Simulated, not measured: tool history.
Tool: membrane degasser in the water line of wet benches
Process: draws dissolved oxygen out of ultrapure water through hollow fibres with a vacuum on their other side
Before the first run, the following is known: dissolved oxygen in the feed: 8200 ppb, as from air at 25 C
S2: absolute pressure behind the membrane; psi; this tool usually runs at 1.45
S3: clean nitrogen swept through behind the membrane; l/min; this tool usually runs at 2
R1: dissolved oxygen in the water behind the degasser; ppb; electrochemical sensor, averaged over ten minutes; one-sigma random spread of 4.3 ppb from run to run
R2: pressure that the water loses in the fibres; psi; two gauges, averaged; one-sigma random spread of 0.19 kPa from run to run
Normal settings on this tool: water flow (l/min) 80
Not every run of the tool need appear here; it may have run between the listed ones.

Run 1, hour 0: usual settings. Result: R1 787.7 ppb, R2 7.478 psi.
Run 2, hour 54.6: usual settings but water flow (l/min) 70. Result: R1 651.2 ppb, R2 6.557 psi.
Run 3, hour 119.8: usual settings but water flow (l/min) 70. Result: R1 654.8 ppb, R2 6.592 psi.
Run 4, hour 166.6: usual settings but S3 1.8 l/min. Result: R1 825.6 ppb, R2 7.485 psi.
Run 5, hour 211.2: usual settings but S3 1.8 l/min. Result: R1 826.4 ppb, R2 7.504 psi.
Run 6, hour 267.5: usual settings but S3 1.8 l/min. Result: R1 815.8 ppb, R2 7.497 psi.
Run 7, hour 301.5: usual settings but S3 1.8 l/min. Result: R1 823 ppb, R2 7.485 psi.
Run 8, hour 350.1: usual settings but S3 1.8 l/min. Result: R1 829.4 ppb, R2 7.507 psi.
Run 9, hour 404.5: usual settings but S2 1.07 psi. Result: R1 603.8 ppb, R2 7.552 psi.
Run 10, hour 444.7: usual settings but water flow (l/min) 96. Result: R1 1011.4 ppb, R2 8.958 psi.
Run 11, hour 479.4: usual settings but water flow (l/min) 96. Result: R1 1000.2 ppb, R2 9.026 psi.
Run 12, hour 526: usual settings but water flow (l/min) 96. Result: R1 998.5 ppb, R2 9.011 psi.
Run 13, hour 590.4: usual settings but water flow (l/min) 96. Result: R1 1017.9 ppb, R2 9.023 psi.
Run 14, hour 644.3: usual settings but S2 2.8 psi. Result: R1 1386.9 ppb, R2 7.546 psi.
Run 15, hour 706.7: usual settings but S2 2.8 psi. Result: R1 1377 ppb, R2 7.504 psi.
Run 16, hour 768.2: usual settings but S2 1.13 psi. Result: R1 635.6 ppb, R2 7.522 psi.
At hour 772: vacuum gauge calibrated.
Run 17, hour 825.8: usual settings but S2 1.13 psi. Result: R1 647 ppb, R2 7.53 psi.
Run 18, hour 891.4: usual settings but water flow (l/min) 90, S2 1.23 psi, S3 5.79 l/min. Result: R1 569.3 ppb, R2 8.46 psi.
At hour 897.2: vacuum gauge calibrated, once more.
Run 19, hour 953: usual settings but water flow (l/min) 55, S2 3 psi, S3 5.79 l/min. Result: R1 461 ppb, R2 5.197 psi.
Run 20, hour 1001.6: usual settings but water flow (l/min) 128, S3 1.51 l/min. Result: R1 1565.2 ppb, R2 12.13 psi.
Run 21, hour 1061.2: usual settings but water flow (l/min) 128, S3 1.51 l/min. Result: R1 1560.6 ppb, R2 12.037 psi.
Run 22, hour 1124.3: usual settings but water flow (l/min) 128, S3 1.51 l/min. Result: R1 1581.9 ppb, R2 12.073 psi.
Run 23, hour 1169.8: usual settings but water flow (l/min) 128, S3 1.51 l/min. Result: R1 1569.7 ppb, R2 12.042 psi.
Run 24, hour 1233.1: usual settings but water flow (l/min) 128, S2 1.19 psi, S3 1.51 l/min. Result: R1 1391.6 ppb, R2 12.064 psi.
Run 25, hour 1264.4: usual settings but water flow (l/min) 128, S2 1.19 psi, S3 1.51 l/min. Result: R1 1386.7 ppb, R2 12.034 psi.
Run 26, hour 1316.2: usual settings but water flow (l/min) 57, S2 1.2 psi, S3 4.08 l/min. Result: R1 266 ppb, R2 5.378 psi.
Run 27, hour 1371: usual settings but water flow (l/min) 57, S2 1.2 psi, S3 4.08 l/min. Result: R1 264.9 ppb, R2 5.334 psi.
Run 28, hour 1406.8: usual settings but water flow (l/min) 106, S2 2.41 psi, S3 4.4 l/min. Result: R1 1148.7 ppb, R2 9.976 psi.
Run 29, hour 1440.9: usual settings but water flow (l/min) 88, S2 2.8 psi, S3 3.36 l/min. Result: R1 1146.3 ppb, R2 8.331 psi.
Run 30, hour 1489.9: usual settings but water flow (l/min) 83, S2 3.42 psi. Result: R1 1683.1 ppb, R2 7.855 psi.
Run 31, hour 1548: usual settings but water flow (l/min) 83, S2 1.09 psi, S3 3.24 l/min. Result: R1 546.2 ppb, R2 7.789 psi.

Here are 5 independent what-if runs from the current tool condition. What would each one return?
Run A, hour 1574.6: usual settings but water flow (l/min) 50, S2 3.34 psi. Result: R1 ?, R2 ?.
Run B, hour 1574.6: usual settings but water flow (l/min) 83, S2 2.35 psi, S3 2.45 l/min. Result: R1 ?, R2 ?.
Run C, hour 1574.6: usual settings but water flow (l/min) 101. Result: R1 ?, R2 ?.
Run D, hour 1574.6: usual settings but water flow (l/min) 100, S2 2.96 psi, S3 2.62 l/min. Result: R1 ?, R2 ?.
Run E, hour 1574.6: usual settings but water flow (l/min) 60, S2 1.39 psi, S3 1.32 l/min. Result: R1 ?, R2 ?.

run      R1     R2
  A  1028.5  4.686
  B  1099.8  7.876
  C    1086  9.517
  D  1565.1  9.452
  E   654.2  5.655
Without the tool's unlogged condition, the same runs would have read:
run      R1     R2
  A  1020.6  4.622
  B  1086.1  7.771
  C  1067.7  9.391
  D  1548.5  9.324
  E   646.5   5.58
